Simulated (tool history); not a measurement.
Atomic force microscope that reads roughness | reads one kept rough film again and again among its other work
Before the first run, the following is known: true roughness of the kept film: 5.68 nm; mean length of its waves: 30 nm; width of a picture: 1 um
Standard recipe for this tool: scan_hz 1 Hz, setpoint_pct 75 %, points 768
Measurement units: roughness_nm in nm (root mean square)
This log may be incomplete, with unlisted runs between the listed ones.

run	day	scan_hz	setpoint_pct	points	roughness_nm
1	0	1	75	768	3.098
2	1.438	1	75	768	2.613
# day 1.704: new tip fitted
3	2.542	1	75	768	3.637
4	3.229	1	75	768	3.274
5	4.738	1	75	768	2.735
# day 5.829: new tip fitted
6	5.829	1	89	768	3.889
7	7.1	0.73	75	768	3.616
8	8.688	1	75	768	2.906
9	9.508	1	75	768	2.671
# day 9.954: new tip fitted
10	10.638	1	75	768	3.763
11	12.25	1	75	768	3.084
12	13.625	1	75	278	2.606
# day 14.079: new tip fitted
13	14.9	1	75	768	3.693
14	16.067	1	75	768	3.175
15	17.429	1	75	768	2.748
# day 18.283: new tip fitted
16	18.308	1	75	768	4.102
17	19.617	1.79	75	768	3.223
18	21.196	1.79	80	768	2.547
19	22.008	1	69	768	2.627
# day 22.446: new tip fitted
20	22.996	1	69	768	3.97
21	24.462	0.97	68	768	3.246

Run 22, settings as shown, results not yet in. Your forecast:
22	25.829	1.64	79	308	?

roughness_nm: 2.461 nm (root mean square)
With no hidden state in the tool, this same run would have given roughness_nm 3.856 nm (root mean square).
